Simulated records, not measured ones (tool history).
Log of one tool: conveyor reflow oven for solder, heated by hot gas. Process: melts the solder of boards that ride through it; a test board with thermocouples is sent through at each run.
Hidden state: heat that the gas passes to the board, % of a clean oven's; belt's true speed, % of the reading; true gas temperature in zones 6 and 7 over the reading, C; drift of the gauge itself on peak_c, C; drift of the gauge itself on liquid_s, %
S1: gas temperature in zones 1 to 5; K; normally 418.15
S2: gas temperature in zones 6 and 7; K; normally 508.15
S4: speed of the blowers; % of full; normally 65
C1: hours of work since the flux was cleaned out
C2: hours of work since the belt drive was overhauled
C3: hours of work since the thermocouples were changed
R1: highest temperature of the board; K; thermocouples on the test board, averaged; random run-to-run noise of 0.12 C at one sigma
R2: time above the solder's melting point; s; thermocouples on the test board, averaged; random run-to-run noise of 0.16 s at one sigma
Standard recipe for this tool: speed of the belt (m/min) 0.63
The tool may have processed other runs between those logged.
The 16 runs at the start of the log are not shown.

run 17 day=13.688 | S1=418.15 S2=516.15 speed_of_the_belt_(m/min)=0.63 S4=80 | C1=69 C2=396 C3=180 | R1=504.25 R2=68.3
run 18 day=14.192 | S1=425.15 S2=502.15 speed_of_the_belt_(m/min)=0.63 S4=65 | C1=78 C2=405 C3=189 | R1=489.65 R2=62.7
run 19 day=14.8 | S1=418.15 S2=508.15 speed_of_the_belt_(m/min)=0.568 S4=82 | C1=89 C2=416 C3=200 | R1=499.75 R2=73.9
run 20 day=15.904 | S1=404.15 S2=497.15 speed_of_the_belt_(m/min)=0.63 S4=80 | C1=109 C2=436 C3=221 | R1=484.85 R2=51.8
run 21 day=17.004 | S1=418.15 S2=508.15 speed_of_the_belt_(m/min)=0.63 S4=53 | C1=129 C2=456 C3=241 | R1=490.75 R2=59.5
run 22 day=18.158 | S1=416.15 S2=504.15 speed_of_the_belt_(m/min)=0.63 S4=65 | C1=150 C2=477 C3=262 | R1=490.25 R2=59
run 23 day=19.188 | S1=416.15 S2=504.15 speed_of_the_belt_(m/min)=0.63 S4=65 | C1=169 C2=496 C3=281 | R1=490.05 R2=59.2
run 24 day=19.758 | S1=416.15 S2=520.15 speed_of_the_belt_(m/min)=0.63 S4=81 | C1=179 C2=507 C3=291 | R1=507.85 R2=69.5
run 25 day=20.762 | S1=431.15 S2=522.15 speed_of_the_belt_(m/min)=0.524 S4=81 | C1=198 C2=525 C3=309 | R1=515.05 R2=92.5
-- day=21.629 flux residue cleaned out of gas plates and filters
run 26 day=21.958 | S1=418.15 S2=496.15 speed_of_the_belt_(m/min)=0.63 S4=65 | C1=6 C2=543 C3=327 | R1=483.45 R2=54.2

Forecast run 27:
run 27 day=22.642 | S1=418.15 S2=496.15 speed_of_the_belt_(m/min)=0.63 S4=65 | C1=18 C2=555 C3=340 | R1=? R2=?

Run 27 measured R1 483.45 K, R2 54.7 s.
Had the tool carried no hidden state, the very same run would have given R1 483.45 K, R2 54.6 s.
